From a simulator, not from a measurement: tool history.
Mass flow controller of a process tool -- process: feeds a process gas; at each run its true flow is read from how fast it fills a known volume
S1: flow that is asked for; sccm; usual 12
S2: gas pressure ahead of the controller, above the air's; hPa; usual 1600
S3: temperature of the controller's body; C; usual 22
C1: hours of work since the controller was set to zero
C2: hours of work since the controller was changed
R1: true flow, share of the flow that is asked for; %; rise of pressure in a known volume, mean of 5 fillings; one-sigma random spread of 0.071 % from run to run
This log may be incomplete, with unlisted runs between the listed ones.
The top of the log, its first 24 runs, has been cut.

run 25 hour=4058.3 | S1=4 S2=2660 S3=22 | C1=4228 C2=4228 | R1=107.31
run 26 hour=4173.1 | S1=4 S2=2530 S3=32 | C1=4272 C2=4272 | R1=106.4
run 27 hour=4378.3 | S1=13 S2=2030 S3=22 | C1=4351 C2=4351 | R1=104.7
run 28 hour=4497.6 | S1=3 S2=2210 S3=39 | C1=4397 C2=4397 | R1=107.89
run 29 hour=4726.3 | S1=5 S2=1430 S3=33 | C1=4485 C2=4485 | R1=106.2
run 30 hour=4886.4 | S1=5 S2=1430 S3=33 | C1=4547 C2=4547 | R1=106.19
run 31 hour=5073.3 | S1=10 S2=1430 S3=23 | C1=4619 C2=4619 | R1=105.32
run 32 hour=5233.2 | S1=10 S2=1430 S3=23 | C1=4681 C2=4681 | R1=105.5
run 33 hour=5371.4 | S1=12 S2=1570 S3=22 | C1=4734 C2=4734 | R1=105.39
run 34 hour=5511.9 | S1=12 S2=2150 S3=22 | C1=4789 C2=4789 | R1=105.35
run 35 hour=5708.5 | S1=12 S2=2150 S3=23 | C1=4865 C2=4865 | R1=105.21
run 36 hour=5841.9 | S1=12 S2=2150 S3=23 | C1=4916 C2=4916 | R1=105.47

Branching from run 36: 5 alternative next runs. What would each branch give?
run A hour=5976.1 | S1=12 S2=1600 S3=22 | C1=4968 C2=4968 | R1=?
run B hour=5976.1 | S1=16 S2=2190 S3=23 | C1=4968 C2=4968 | R1=?
run C hour=5976.1 | S1=12 S2=1750 S3=23 | C1=4968 C2=4968 | R1=?
run D hour=5976.1 | S1=12 S2=2530 S3=23 | C1=4968 C2=4968 | R1=?
run E hour=5976.1 | S1=12 S2=2080 S3=20 | C1=4968 C2=4968 | R1=?

run=A R1=105.71
run=B R1=105.38
run=C R1=105.51
run=D R1=105.41
run=E R1=105.83
With the hidden condition removed and each run's random variation left untouched, the same runs would have given:
run=A R1=99.59
run=B R1=99.8
run=C R1=99.4
run=D R1=99.28
run=E R1=99.71

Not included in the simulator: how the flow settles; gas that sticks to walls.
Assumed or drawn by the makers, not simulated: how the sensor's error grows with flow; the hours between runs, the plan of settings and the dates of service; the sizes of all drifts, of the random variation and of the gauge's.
